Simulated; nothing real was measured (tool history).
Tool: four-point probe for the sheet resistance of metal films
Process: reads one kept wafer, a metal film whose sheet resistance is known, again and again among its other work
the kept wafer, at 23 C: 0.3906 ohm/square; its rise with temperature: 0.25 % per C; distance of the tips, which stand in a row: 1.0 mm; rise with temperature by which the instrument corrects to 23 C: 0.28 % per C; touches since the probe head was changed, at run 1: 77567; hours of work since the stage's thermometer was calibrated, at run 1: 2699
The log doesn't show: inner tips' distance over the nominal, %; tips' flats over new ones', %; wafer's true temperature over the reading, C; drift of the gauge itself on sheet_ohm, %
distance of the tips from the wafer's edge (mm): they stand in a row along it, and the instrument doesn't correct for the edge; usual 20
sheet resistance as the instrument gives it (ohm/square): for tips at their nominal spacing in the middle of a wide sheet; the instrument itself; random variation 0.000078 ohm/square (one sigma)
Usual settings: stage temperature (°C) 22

run    hour  stage temperature (°C)  distance of the tips from the wafer's edge (mm)  touches since the probe head was changed  hours of work since the stage's thermometer was calibrated  sheet resistance as the instrument gives it (ohm/square)
  1     0.0                      22                                               20                                     77567                                                        2699                                                  0.390545
  2    39.2                      22                                               20                                     78475                                                        2717                                                  0.390482
  3   131.1                      22                                               20                                     80600                                                        2760                                                  0.390582
  4   178.5                      22                                                3                                     81697                                                        2782                                                  0.411900
  5   229.5                      22                                                3                                     82876                                                        2805                                                  0.411933
  6   314.2                      22                                               33                                     84837                                                        2845                                                  0.390003
  7   355.3                      22                                               20                                     85786                                                        2864                                                  0.390445
  8   413.9                      22                                                8                                     87143                                                        2891                                                  0.393178
  9   480.4                      22                                                6                                     88682                                                        2922                                                  0.395570
 10   569.2                      22                                                8                                     90736                                                        2963                                                  0.393156
      596.8  -- stage's thermometer calibrated
 11   658.3                      35                                               20                                     92784                                                          29                                                  0.388303
 12   739.5                      35                                               20                                     94663                                                          66                                                  0.388296
 13   784.9                      22                                               12                                     95713                                                          87                                                  0.390581
 14   850.9                      24                                               20                                     97240                                                         118                                                  0.389206
 15   895.9                      24                                               20                                     98282                                                         139                                                  0.389256
 16   967.8                      24                                               20                                     99944                                                         172                                                  0.389356
 17  1027.2                      24                                               20                                    101319                                                         200                                                  0.389246
 18  1082.8                      24                                               20                                    102606                                                         226                                                  0.389217
 19  1178.4                      24                                               20                                    104816                                                         270                                                  0.389408
 20  1224.0                      22                                                3                                    105871                                                         291                                                  0.410873
 21  1293.2                      20                                               20                                    107473                                                         323                                                  0.389540
 22  1384.1                      20                                               20                                    109576                                                         366                                                  0.389719
 23  1459.2                      24                                               20                                    111313                                                         401                                                  0.389284
 24  1534.0                      20                                               10                                    113044                                                         435                                                  0.391138
 25  1591.3                      27                                               32                                    114370                                                         462                                                  0.388468
 26  1674.7                      22                                                8                                    116298                                                         501                                                  0.391992
 27  1765.1                      22                                                8                                    118389                                                         543                                                  0.392027
 28  1809.7                      22                                                8                                    119422                                                         563                                                  0.391910
 29  1895.6                      28                                               20                                    121410                                                         603                                                  0.388570
 30  1976.7                      26                                               29                                    123286                                                         641                                                  0.388543
 31  2035.7                      19                                               20                                    124649                                                         668                                                  0.389596
 32  2088.4                      23                                               14                                    125870                                                         693                                                  0.389480
 33  2179.6                      29                                               33                                    127979                                                         735                                                  0.387902
 34  2241.5                      29                                               33                                    129411                                                         764                                                  0.388152
 35  2284.0                      23                                               16                                    130395                                                         784                                                  0.389328
 36  2344.0                      26                                                6                                    131782                                                         811                                                  0.393865
 37  2425.8                      26                                               22                                    133675                                                         849                                                  0.388497
 38  2471.8                      25                                               45                                    134738                                                         871                                                  0.388234
 39  2525.4                      23                                               18                                    135980                                                         896                                                  0.389149
 40  2568.6                      23                                               18                                    136978                                                         916                                                  0.389001
 41  2625.6                      30                                                6                                    138297                                                         942                                                  0.393261
 42  2667.4                      28                                               22                                    139264                                                         962                                                  0.388238
 43  2745.3                      28                                               22                                    141066                                                         998                                                  0.388291
 44  2816.3                      23                                               51                                    142709                                                        1031                                                  0.388443
 45  2899.9                      29                                               11                                    144643                                                        1070                                                  0.389390

Hidden state or all else? Some run-to-run changes of sheet resistance as the instrument gives it (ohm/square), split into what the settings, what came in and random variation would give without the hidden state, and what is left for the hidden state (with any gauge scatter that isn't in both results):
Run 5 -> 6: distance of the tips from the wafer's edge (mm) 3 -> 33. sheet resistance as the instrument gives it (ohm/square) -0.021930: hidden state +0.000006, all else -0.021936.
Run 10 -> 11: stage temperature (°C) 22 -> 35, distance of the tips from the wafer's edge (mm) 8 -> 20, stage's thermometer calibrated. sheet resistance as the instrument gives it (ohm/square) -0.004853: hidden state -0.000735, all else -0.004118.
Run 19 -> 20: stage temperature (°C) 24 -> 22, distance of the tips from the wafer's edge (mm) 20 -> 3. sheet resistance as the instrument gives it (ohm/square) +0.021465: hidden state -0.000102, all else +0.021567.
Run 20 -> 21: stage temperature (°C) 22 -> 20, distance of the tips from the wafer's edge (mm) 3 -> 20. sheet resistance as the instrument gives it (ohm/square) -0.021333: hidden state +0.000070, all else -0.021403.
